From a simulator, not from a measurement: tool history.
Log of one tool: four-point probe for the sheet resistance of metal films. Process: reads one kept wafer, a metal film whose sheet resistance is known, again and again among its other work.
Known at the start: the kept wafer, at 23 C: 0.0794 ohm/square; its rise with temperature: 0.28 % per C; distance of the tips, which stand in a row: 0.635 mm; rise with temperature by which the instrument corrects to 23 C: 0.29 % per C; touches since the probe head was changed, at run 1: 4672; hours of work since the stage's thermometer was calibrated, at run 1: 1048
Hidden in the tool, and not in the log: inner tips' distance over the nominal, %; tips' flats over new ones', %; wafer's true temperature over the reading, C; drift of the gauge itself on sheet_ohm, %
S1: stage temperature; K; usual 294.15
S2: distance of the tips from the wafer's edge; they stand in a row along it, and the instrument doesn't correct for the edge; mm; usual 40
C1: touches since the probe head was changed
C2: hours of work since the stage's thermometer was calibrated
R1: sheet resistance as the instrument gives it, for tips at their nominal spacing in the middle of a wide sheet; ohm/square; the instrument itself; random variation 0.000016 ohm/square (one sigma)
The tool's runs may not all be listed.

| run | day | S1 | S2 | C1 | C2 | R1 |
|---|---|---|---|---|---|---|
| 1 | 0 | 294.15 | 40 | 4672 | 1048 | 0.079503 |
| 2 | 0.492 | 294.15 | 40 | 4884 | 1053 | 0.079562 |
| 3 | 1.375 | 294.15 | 40 | 5262 | 1063 | 0.079548 |
| 4 | 2.117 | 294.15 | 40 | 5581 | 1071 | 0.079541 |
| 5 | 2.708 | 294.15 | 8 | 5835 | 1077 | 0.079809 |
| 6 | 3.221 | 294.15 | 40 | 6055 | 1083 | 0.079535 |
| 7 | 3.7 | 294.15 | 40 | 6260 | 1088 | 0.079546 |
| 8 | 4.4 | 303.15 | 40 | 6561 | 1095 | 0.079495 |
| 9 | 5.025 | 294.15 | 40 | 6829 | 1102 | 0.079541 |
| 10 | 5.662 | 306.15 | 40 | 7102 | 1109 | 0.079481 |
| 11 | 6.421 | 295.15 | 40 | 7427 | 1117 | 0.079523 |
| 12 | 7.35 | 295.15 | 40 | 7826 | 1127 | 0.079521 |
| 13 | 8.271 | 295.15 | 40 | 8221 | 1137 | 0.079563 |
| 14 | 9.096 | 295.15 | 40 | 8576 | 1146 | 0.07956 |
| 15 | 9.496 | 295.15 | 40 | 8748 | 1150 | 0.079564 |
| 16 | 9.996 | 295.15 | 40 | 8962 | 1156 | 0.079545 |
| 17 | 10.65 | 295.15 | 40 | 9243 | 1163 | 0.079535 |
| 18 | 11.238 | 295.15 | 40 | 9494 | 1169 | 0.07951 |
| 19 | 11.842 | 295.15 | 40 | 9753 | 1176 | 0.079523 |
| 20 | 12.504 | 294.15 | 28 | 10037 | 1183 | 0.079576 |
| 21 | 13.104 | 294.15 | 28 | 10295 | 1189 | 0.079567 |
| 22 | 13.496 | 294.15 | 40 | 10463 | 1193 | 0.079564 |
| 23 | 14.067 | 294.15 | 40 | 10709 | 1200 | 0.079561 |
| 24 | 14.529 | 294.15 | 40 | 10906 | 1205 | 0.079556 |
| 25 | 15.104 | 304.15 | 6 | 11154 | 1211 | 0.079945 |
| 26 | 15.904 | 304.15 | 4 | 11497 | 1219 | 0.080569 |
| 27 | 16.383 | 304.15 | 4 | 11702 | 1225 | 0.080556 |
| 28 | 16.896 | 304.15 | 4 | 11923 | 1230 | 0.080593 |
| 29 | 17.279 | 304.15 | 4 | 12087 | 1234 | 0.080575 |
| 30 | 18.129 | 302.15 | 8 | 12452 | 1243 | 0.079788 |
| 31 | 18.979 | 302.15 | 20 | 12816 | 1253 | 0.079554 |
| 32 | 19.75 | 302.15 | 20 | 13147 | 1261 | 0.079563 |
| 33 | 20.312 | 302.15 | 20 | 13388 | 1267 | 0.079543 |
| 34 | 21.067 | 293.15 | 7 | 13713 | 1275 | 0.079942 |
| 35 | 21.654 | 292.15 | 63 | 13964 | 1281 | 0.079586 |
| 36 | 22.179 | 294.15 | 40 | 14189 | 1287 | 0.079597 |
| 37 | 22.558 | 292.15 | 40 | 14352 | 1291 | 0.07959 |
| 38 | 23.279 | 300.15 | 5 | 14661 | 1299 | 0.080201 |
| 39 | 23.917 | 298.15 | 25 | 14936 | 1306 | 0.079585 |
| 40 | 24.65 | 293.15 | 67 | 15250 | 1314 | 0.079584 |
| 41 | 25.208 | 298.15 | 11 | 15490 | 1320 | 0.079672 |
| 42 | 25.762 | 307.15 | 4 | 15727 | 1326 | 0.080578 |
| 43 | 26.254 | 303.15 | 7 | 15938 | 1331 | 0.079867 |
| 44 | 26.65 | 303.15 | 7 | 16109 | 1335 | 0.079873 |
| 45 | 27.158 | 293.15 | 71 | 16326 | 1341 | 0.079598 |

Forecast each of these 4 alternatives for the next run:
| A | 27.967 | 300.15 | 17 | 16673 | 1349 | ? |
| B | 27.967 | 298.15 | 40 | 16673 | 1349 | ? |
| C | 27.967 | 293.15 | 17 | 16673 | 1349 | ? |
| D | 27.967 | 293.15 | 5 | 16673 | 1349 | ? |

| run | R1 |
|---|---|
| A | 0.079615 |
| B | 0.079579 |
| C | 0.07963 |
| D | 0.080312 |
Without the tool's hidden state the same runs would have given:
| run | R1 |
|---|---|
| A | 0.079442 |
| B | 0.079407 |
| C | 0.07946 |
| D | 0.08014 |
